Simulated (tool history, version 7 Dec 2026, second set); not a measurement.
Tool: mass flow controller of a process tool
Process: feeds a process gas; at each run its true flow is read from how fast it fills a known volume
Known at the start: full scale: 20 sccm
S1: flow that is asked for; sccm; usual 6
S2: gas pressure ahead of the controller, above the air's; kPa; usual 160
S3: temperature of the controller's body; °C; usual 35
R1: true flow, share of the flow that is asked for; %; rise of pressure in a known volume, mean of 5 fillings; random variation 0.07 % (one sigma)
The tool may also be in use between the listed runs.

Run 1, hour 0: usual settings. Result: R1 95.4 %.
Run 2, hour 218.2: usual settings. Result: R1 95.32 %.
Run 3, hour 367.5: usual settings. Result: R1 95.37 %.
Run 4, hour 495.2: usual settings but S3 24 °C. Result: R1 95.86 %.
Run 5, hour 621.3: usual settings but S3 24 °C. Result: R1 95.72 %.
Run 6, hour 843.9: usual settings but S3 24 °C. Result: R1 95.61 %.
Run 7, hour 1082.1: usual settings but S3 24 °C. Result: R1 95.69 %.
Run 8, hour 1260.2: usual settings but S1 12 sccm. Result: R1 96.55 %.
Run 9, hour 1463.3: usual settings but S1 12 sccm. Result: R1 96.48 %.
Run 10, hour 1676.3: usual settings but S1 2 sccm. Result: R1 89.37 %.
At hour 1691.1: controller's zero set anew.
Run 11, hour 1821.7: usual settings but S1 2 sccm. Result: R1 86.71 %.
Run 12, hour 2053.4: usual settings but S1 2 sccm. Result: R1 86.62 %.
Run 13, hour 2153.3: usual settings but S1 2 sccm. Result: R1 86.43 %.
Run 14, hour 2271.1: usual settings but S1 2 sccm. Result: R1 86.49 %.
Run 15, hour 2464.7: usual settings but S1 2 sccm. Result: R1 86.11 %.
Run 16, hour 2675.8: usual settings but S1 2 sccm. Result: R1 86.04 %.
Run 17, hour 2893.8: usual settings but S1 2 sccm, S2 164 kPa. Result: R1 85.86 %.
At hour 2971.3: controller exchanged for a calibrated one.
At hour 3023.9: controller's zero set anew, once more.
Run 18, hour 3127.8: usual settings but S3 24 °C. Result: R1 99.44 %.
Run 19, hour 3312.9: usual settings but S1 16 sccm, S3 24 °C. Result: R1 99.95 %.
Run 20, hour 3451.5: usual settings but S1 4 sccm, S2 271 kPa, S3 27 °C. Result: R1 98.41 %.
Run 21, hour 3628.3: usual settings but S1 4 sccm, S2 271 kPa, S3 27 °C. Result: R1 98.32 %.
Run 22, hour 3772: usual settings but S1 4 sccm, S2 271 kPa, S3 27 °C. Result: R1 98.23 %.
Run 23, hour 3984.1: usual settings but S1 12 sccm, S3 37 °C. Result: R1 98.85 %.

Forecast run 24:
Run 24, hour 4193.7: usual settings but S3 34 °C. Result: R1 ?.

R1: 98.41 %
Without the tool's hidden state the same run would have given R1 99.01 %.
